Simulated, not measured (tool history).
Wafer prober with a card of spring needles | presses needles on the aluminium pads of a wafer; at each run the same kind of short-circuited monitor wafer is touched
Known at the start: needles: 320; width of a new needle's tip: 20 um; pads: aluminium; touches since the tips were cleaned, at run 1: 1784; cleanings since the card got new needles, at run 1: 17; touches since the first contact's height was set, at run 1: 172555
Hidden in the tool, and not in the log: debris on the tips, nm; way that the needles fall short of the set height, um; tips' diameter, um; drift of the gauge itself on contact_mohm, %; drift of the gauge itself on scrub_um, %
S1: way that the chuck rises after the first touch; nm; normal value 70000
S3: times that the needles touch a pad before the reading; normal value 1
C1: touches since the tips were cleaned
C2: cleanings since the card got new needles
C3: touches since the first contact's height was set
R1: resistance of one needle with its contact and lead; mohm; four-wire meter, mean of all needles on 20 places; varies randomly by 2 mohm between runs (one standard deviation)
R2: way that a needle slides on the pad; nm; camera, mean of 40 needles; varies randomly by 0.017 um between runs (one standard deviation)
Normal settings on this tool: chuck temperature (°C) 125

{"run": 1, "hour": 0.0, "S1": 70000, "chuck temperature (°C)": 125, "S3": 1, "C1": 1784, "C2": 17, "C3": 172555, "R1": 223, "R2": 13710}
{"run": 2, "hour": 15.8, "S1": 70000, "chuck temperature (°C)": 125, "S3": 1, "C1": 7066, "C2": 17, "C3": 177837, "R1": 225, "R2": 13690}
{"hour": 20.6, "done": "tips cleaned on abrasive film"}
{"run": 3, "hour": 38.8, "S1": 70000, "chuck temperature (°C)": 125, "S3": 1, "C1": 6086, "C2": 18, "C3": 185494, "R1": 225, "R2": 13720}
{"hour": 46.0, "done": "tips cleaned on abrasive film"}
{"run": 4, "hour": 63.3, "S1": 70000, "chuck temperature (°C)": 125, "S3": 1, "C1": 5786, "C2": 19, "C3": 193657, "R1": 223, "R2": 13720}
{"hour": 72.4, "done": "tips cleaned on abrasive film"}
{"run": 5, "hour": 89.6, "S1": 70000, "chuck temperature (°C)": 125, "S3": 1, "C1": 5767, "C2": 20, "C3": 202428, "R1": 220, "R2": 13720}
{"hour": 98.3, "done": "tips cleaned on abrasive film"}
{"hour": 124.5, "done": "tips cleaned on abrasive film"}
{"hour": 124.8, "done": "height of the first contact set anew"}
{"run": 6, "hour": 124.8, "S1": 70000, "chuck temperature (°C)": 125, "S3": 2, "C1": 0, "C2": 22, "C3": 0, "R1": 221, "R2": 13750}
{"run": 7, "hour": 147.6, "S1": 70000, "chuck temperature (°C)": 125, "S3": 2, "C1": 7650, "C2": 22, "C3": 7650, "R1": 227, "R2": 13740}
{"hour": 150.2, "done": "tips cleaned on abrasive film"}
{"run": 8, "hour": 173.7, "S1": 70000, "chuck temperature (°C)": 125, "S3": 2, "C1": 7847, "C2": 23, "C3": 16314, "R1": 221, "R2": 13760}
{"hour": 176.1, "done": "tips cleaned on abrasive film"}
{"run": 9, "hour": 196.4, "S1": 70000, "chuck temperature (°C)": 125, "S3": 2, "C1": 6782, "C2": 24, "C3": 23874, "R1": 221, "R2": 13750}
{"hour": 203.8, "done": "tips cleaned on abrasive film"}
{"run": 10, "hour": 215.2, "S1": 70000, "chuck temperature (°C)": 125, "S3": 2, "C1": 3793, "C2": 25, "C3": 30133, "R1": 218, "R2": 13750}
{"hour": 229.1, "done": "tips cleaned on abrasive film"}
{"run": 11, "hour": 242.2, "S1": 70000, "chuck temperature (°C)": 125, "S3": 1, "C1": 4407, "C2": 26, "C3": 39144, "R1": 221, "R2": 13790}
{"hour": 254.9, "done": "tips cleaned on abrasive film"}
{"run": 12, "hour": 260.4, "S1": 70000, "chuck temperature (°C)": 125, "S3": 1, "C1": 1849, "C2": 27, "C3": 45188, "R1": 223, "R2": 13780}
{"hour": 281.5, "done": "tips cleaned on abrasive film"}
{"run": 13, "hour": 292.9, "S1": 50000, "chuck temperature (°C)": 30, "S3": 1, "C1": 3822, "C2": 28, "C3": 56025, "R1": 211, "R2": 9830}
{"hour": 306.8, "done": "tips cleaned on abrasive film"}
{"run": 14, "hour": 319.1, "S1": 50000, "chuck temperature (°C)": 31, "S3": 2, "C1": 4097, "C2": 29, "C3": 64728, "R1": 206, "R2": 9860}
{"hour": 334.1, "done": "tips cleaned on abrasive film"}
{"run": 15, "hour": 342.2, "S1": 50000, "chuck temperature (°C)": 31, "S3": 2, "C1": 2687, "C2": 30, "C3": 72421, "R1": 209, "R2": 9860}
{"hour": 359.3, "done": "tips cleaned on abrasive film"}
{"run": 16, "hour": 370.5, "S1": 85000, "chuck temperature (°C)": 34, "S3": 1, "C1": 3727, "C2": 31, "C3": 81855, "R1": 196, "R2": 16770}
{"hour": 384.6, "done": "tips cleaned on abrasive film"}
{"run": 17, "hour": 397.9, "S1": 85000, "chuck temperature (°C)": 34, "S3": 1, "C1": 4424, "C2": 32, "C3": 90981, "R1": 197, "R2": 16790}
{"hour": 410.5, "done": "tips cleaned on abrasive film"}
{"run": 18, "hour": 416.6, "S1": 51000, "chuck temperature (°C)": 72, "S3": 3, "C1": 2046, "C2": 33, "C3": 97225, "R1": 214, "R2": 10050}
{"hour": 438.2, "done": "tips cleaned on abrasive film"}
{"run": 19, "hour": 446.3, "S1": 70000, "chuck temperature (°C)": 125, "S3": 1, "C1": 2705, "C2": 34, "C3": 107120, "R1": 222, "R2": 13810}
{"hour": 466.1, "done": "tips cleaned on abrasive film"}
{"run": 20, "hour": 468.9, "S1": 84000, "chuck temperature (°C)": 26, "S3": 1, "C1": 915, "C2": 35, "C3": 114615, "R1": 196, "R2": 16580}
{"hour": 492.7, "done": "tips cleaned on abrasive film"}
{"run": 21, "hour": 496.3, "S1": 84000, "chuck temperature (°C)": 26, "S3": 1, "C1": 1207, "C2": 36, "C3": 123759, "R1": 198, "R2": 16600}
{"run": 22, "hour": 513.8, "S1": 84000, "chuck temperature (°C)": 26, "S3": 1, "C1": 7045, "C2": 36, "C3": 129597, "R1": 196, "R2": 16590}

Branching from run 22: 3 alternative next runs. What would each branch give?
{"hour": 517.9, "done": "tips cleaned on abrasive film"}
{"hour": 545.8, "done": "tips cleaned on abrasive film"}
{"run": "A", "hour": 547.1, "S1": 62000, "chuck temperature (°C)": 125, "S3": 3, "C1": 439, "C2": 38, "C3": 140679, "R1": "?", "R2": "?"}
{"hour": 517.9, "done": "tips cleaned on abrasive film"}
{"hour": 545.8, "done": "tips cleaned on abrasive film"}
{"run": "B", "hour": 547.1, "S1": 75000, "chuck temperature (°C)": 125, "S3": 1, "C1": 439, "C2": 38, "C3": 140679, "R1": "?", "R2": "?"}
{"hour": 517.9, "done": "tips cleaned on abrasive film"}
{"hour": 545.8, "done": "tips cleaned on abrasive film"}
{"run": "C", "hour": 547.1, "S1": 87000, "chuck temperature (°C)": 26, "S3": 2, "C1": 439, "C2": 38, "C3": 140679, "R1": "?", "R2": "?"}

run=A R1=223 R2=12260
run=B R1=220 R2=14850
run=C R1=197 R2=17180
Stripped of hidden state, with their random variation kept, the same runs would have yielded:
run=A R1=223 R2=12150
run=B R1=220 R2=14710
run=C R1=197 R2=17030

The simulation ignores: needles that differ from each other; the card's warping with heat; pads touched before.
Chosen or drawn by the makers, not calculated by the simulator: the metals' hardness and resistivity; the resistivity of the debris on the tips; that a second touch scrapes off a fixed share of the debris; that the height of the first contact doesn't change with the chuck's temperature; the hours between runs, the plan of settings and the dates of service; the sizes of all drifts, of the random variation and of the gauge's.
